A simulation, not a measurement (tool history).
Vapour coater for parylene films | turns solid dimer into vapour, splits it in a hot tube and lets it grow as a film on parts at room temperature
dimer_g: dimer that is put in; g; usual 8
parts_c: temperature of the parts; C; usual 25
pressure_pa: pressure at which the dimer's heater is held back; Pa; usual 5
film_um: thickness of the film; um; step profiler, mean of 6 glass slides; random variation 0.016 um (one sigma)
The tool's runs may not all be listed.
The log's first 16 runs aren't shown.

{"run": 17, "hour": 434.6, "dimer_g": 8, "parts_c": 31, "pressure_pa": 5, "film_um": 1.21}
{"run": 18, "hour": 469.7, "dimer_g": 8, "parts_c": 31, "pressure_pa": 5, "film_um": 1.23}
{"run": 19, "hour": 487.7, "dimer_g": 8, "parts_c": 31, "pressure_pa": 5, "film_um": 1.18}
{"run": 20, "hour": 510.9, "dimer_g": 8, "parts_c": 31, "pressure_pa": 5, "film_um": 1.22}
{"run": 21, "hour": 547.2, "dimer_g": 8, "parts_c": 31, "pressure_pa": 5, "film_um": 1.22}
{"run": 22, "hour": 568.5, "dimer_g": 8, "parts_c": 24, "pressure_pa": 5.13, "film_um": 1.51}
{"run": 23, "hour": 596.0, "dimer_g": 7, "parts_c": 29, "pressure_pa": 8.89, "film_um": 1.11}
{"run": 24, "hour": 628.3, "dimer_g": 8, "parts_c": 36, "pressure_pa": 6.6, "film_um": 1.01}
{"run": 25, "hour": 659.8, "dimer_g": 8, "parts_c": 36, "pressure_pa": 6.6, "film_um": 1.04}
{"run": 26, "hour": 695.8, "dimer_g": 11, "parts_c": 34, "pressure_pa": 3.11, "film_um": 1.55}
{"run": 27, "hour": 722.7, "dimer_g": 5, "parts_c": 19, "pressure_pa": 3.63, "film_um": 1.14}
{"run": 28, "hour": 756.8, "dimer_g": 6, "parts_c": 20, "pressure_pa": 3.63, "film_um": 1.33}
{"run": 29, "hour": 776.3, "dimer_g": 5, "parts_c": 29, "pressure_pa": 3.06, "film_um": 0.84}
{"run": 30, "hour": 798.5, "dimer_g": 8, "parts_c": 27, "pressure_pa": 5, "film_um": 1.36}
{"hour": 823.3, "done": "trap's valve overhauled"}
{"run": 31, "hour": 825.7, "dimer_g": 8, "parts_c": 27, "pressure_pa": 5, "film_um": 1.37}
{"run": 32, "hour": 856.1, "dimer_g": 3, "parts_c": 19, "pressure_pa": 8.43, "film_um": 0.64}
{"run": 33, "hour": 876.0, "dimer_g": 3, "parts_c": 19, "pressure_pa": 8.43, "film_um": 0.62}
{"run": 34, "hour": 894.3, "dimer_g": 5, "parts_c": 22, "pressure_pa": 2.82, "film_um": 1.07}
{"run": 35, "hour": 923.3, "dimer_g": 5, "parts_c": 22, "pressure_pa": 2.82, "film_um": 1.07}
{"run": 36, "hour": 947.4, "dimer_g": 4, "parts_c": 25, "pressure_pa": 5, "film_um": 0.73}
{"run": 37, "hour": 967.9, "dimer_g": 6, "parts_c": 25, "pressure_pa": 2.15, "film_um": 1.16}
{"run": 38, "hour": 993.1, "dimer_g": 5, "parts_c": 24, "pressure_pa": 5, "film_um": 0.94}
{"run": 39, "hour": 1025.5, "dimer_g": 11, "parts_c": 33, "pressure_pa": 5, "film_um": 1.56}
{"run": 40, "hour": 1055.3, "dimer_g": 8, "parts_c": 25, "pressure_pa": 5, "film_um": 1.48}
{"run": 41, "hour": 1076.3, "dimer_g": 8, "parts_c": 21, "pressure_pa": 2.15, "film_um": 1.76}

3 ways to go on from here, each from the tool as it stands after run 41. What would each give?
{"run": "A", "hour": 1105.7, "dimer_g": 8, "parts_c": 30, "pressure_pa": 2.03, "film_um": "?"}
{"run": "B", "hour": 1105.7, "dimer_g": 8, "parts_c": 21, "pressure_pa": 6.32, "film_um": "?"}
{"run": "C", "hour": 1105.7, "dimer_g": 5, "parts_c": 19, "pressure_pa": 10.13, "film_um": "?"}

run=A film_um=1.29
run=B film_um=1.65
run=C film_um=1.07
Without the tool's hidden state the same runs would have given:
run=A film_um=1.3
run=B film_um=1.66
run=C film_um=1.08

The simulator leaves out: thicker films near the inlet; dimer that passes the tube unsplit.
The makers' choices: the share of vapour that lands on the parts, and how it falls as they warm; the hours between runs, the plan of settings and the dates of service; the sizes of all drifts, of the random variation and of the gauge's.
